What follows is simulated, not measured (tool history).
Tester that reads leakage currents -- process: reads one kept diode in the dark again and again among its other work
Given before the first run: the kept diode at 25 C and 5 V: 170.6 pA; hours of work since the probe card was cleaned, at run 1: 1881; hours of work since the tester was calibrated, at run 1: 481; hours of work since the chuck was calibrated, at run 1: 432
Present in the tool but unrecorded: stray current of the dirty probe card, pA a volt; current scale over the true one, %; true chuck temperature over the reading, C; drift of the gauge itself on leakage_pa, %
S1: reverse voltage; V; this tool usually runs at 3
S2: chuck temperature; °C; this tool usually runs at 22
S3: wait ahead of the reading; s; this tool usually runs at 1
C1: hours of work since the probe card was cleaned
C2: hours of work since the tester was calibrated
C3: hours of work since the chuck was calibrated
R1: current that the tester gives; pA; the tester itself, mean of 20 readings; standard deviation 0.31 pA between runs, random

run,hour,S1,S2,S3,C1,C2,C3,R1
1,0,3,22,1,1881,481,432,103.84
2,47.5,3,22,1,1910,510,461,103.14
3,92.5,3,22,1,1938,538,488,103.58
4,157.9,3,22,1.68,1978,578,528,103.33
5,218.2,3,22,1.68,2015,615,565,102.7
6,279.5,3,22,1.68,2052,652,602,103.75
7,315.1,3,22,1.68,2074,674,624,102.69
8,383.7,3,22,1.68,2116,716,666,103.26
9,422.2,3,22,1.68,2139,739,690,103.37
10,476.1,3,22,1.68,2172,772,723,102.8
11,542.3,3,22,1.68,2213,813,763,102.6
12,608.3,3,22,1.68,2253,853,803,102.52
13,656.8,3,22,1.68,2283,882,833,102.35
14,713.1,2.94,22,1,2317,917,867,102.36
15,771.3,10.73,34,0.59,2353,952,903,531.89
16,833.3,3.71,28,0.81,2390,990,941,185.76
17,881.6,3,39,0.64,2420,1020,970,381.58
18,914.5,18.01,22,1,2440,1040,990,289.82
19,984,5.86,22,3.67,2483,1082,1033,149.67
20,1062.1,5.86,22,3.67,2530,1130,1080,148.83
21,1118.9,5.86,22,3.67,2565,1165,1115,149.34
22,1162.6,6.34,29,1.69,2592,1191,1142,268.6
23,1196.5,1.4,42,0.74,2612,1212,1163,312.56
24,1264.6,2.27,46,0.49,2654,1254,1204,542.38
25,1314.4,2.62,29,0.47,2684,1284,1235,164.63
26,1360,2.62,29,0.47,2712,1312,1262,165.21

Run 27 comes next. What will it give?
27,1409.3,2.62,53,0.47,2742,1342,1293,?

Logged for run 27: R1 952.21 pA.
The same run, on a tool lacking any hidden state, would have yielded R1 985.17 pA.
